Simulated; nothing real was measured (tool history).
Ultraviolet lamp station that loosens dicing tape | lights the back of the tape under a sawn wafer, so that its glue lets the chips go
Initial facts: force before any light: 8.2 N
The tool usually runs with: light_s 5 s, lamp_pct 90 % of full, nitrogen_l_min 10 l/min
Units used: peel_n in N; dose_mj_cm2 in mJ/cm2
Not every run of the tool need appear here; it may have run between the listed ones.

run     day  light_s  lamp_pct  nitrogen_l_min  peel_n  dose_mj_cm2
  1       0        5        90              10   0.259          263
  2   0.688        5        90              10   0.268          263
  3   1.046        5        90              10   0.268          264
  4   1.442        5        96              10   0.228          276
  5   2.171        5        94              10   0.242          271
  6   2.912        2        94              10   1.779          111
       3.15  -- window cleaned of glue's vapour
  7   3.396        2        94              10   2.018           99
  8   3.975       10        90              10   0.093          475
  9   4.525        5        90               6   0.479          238
 10   4.975        5        90               6   0.508          233
 11   5.488        5        90               6   0.482          232
 12   6.146        5        90               4   0.654          232
      6.725  -- window cleaned of glue's vapour, once more
 13   6.729        5        90               4   0.396          286
 14   7.267        5        90              10   0.221          287
 15   7.754        3        90              10   0.795          169
 16   8.471        3        90              10   0.791          169
 17   8.792        5        90              10   0.223          278
 18   9.529        5        90              10    0.22          276
 19   9.975        5        83              10   0.298          256
 20  10.721        5        89              10   0.237          270
 21  11.146        8        90              10   0.092          436
 22  11.508        8        90              10   0.098          438
 23  11.925        8        90              10   0.094          435
 24  12.654        5        68              10   0.506          205
 25  13.188        3        77              18   0.963          139
 26  13.654        6        88               4   0.291          320
 27  14.262        6        88               4   0.287          316
 28  14.675        6        94               5   0.211          341
 29  15.125        4        64               5   1.331          151
 30  15.775        6        89               3   0.343          319
 31  16.158        6        89              11   0.157          319
 32  16.504        6        89              11   0.159          312
 33  16.812        8        90              10   0.099          425
 34  17.217        7        79              18   0.125          326
 35  17.925        7        79              18   0.122          322
 36  18.346        7        79              18   0.129          321
 37  18.979        4        79               7    0.78          187
 38  19.596        4        79               7   0.805          185
 39  20.092        4        69               7   1.064          160
 40  20.721        5        68               8   0.633          196
 41  21.238        5        92              10   0.263          263
 42  21.692        5        92              10   0.262          261
 43  22.396        5        92              10   0.253          263

Below are 4 alternative next runs, each starting from the tool's condition after run 43. Predict each:
  A  23.083        5        90               7       ?            ?
  B  23.083        2        89               5       ?            ?
  C  23.083        5        73               3       ?            ?
  D  23.083        8        75              13       ?            ?

run  peel_n  dose_mj_cm2
  A   0.354          253
  B   2.492          102
  C   0.995          203
  D   0.127          341
Without the tool's unlogged condition, the same runs would have read:
run  peel_n  dose_mj_cm2
  A   0.224          302
  B    1.98          122
  C   0.678          243
  D   0.098          408
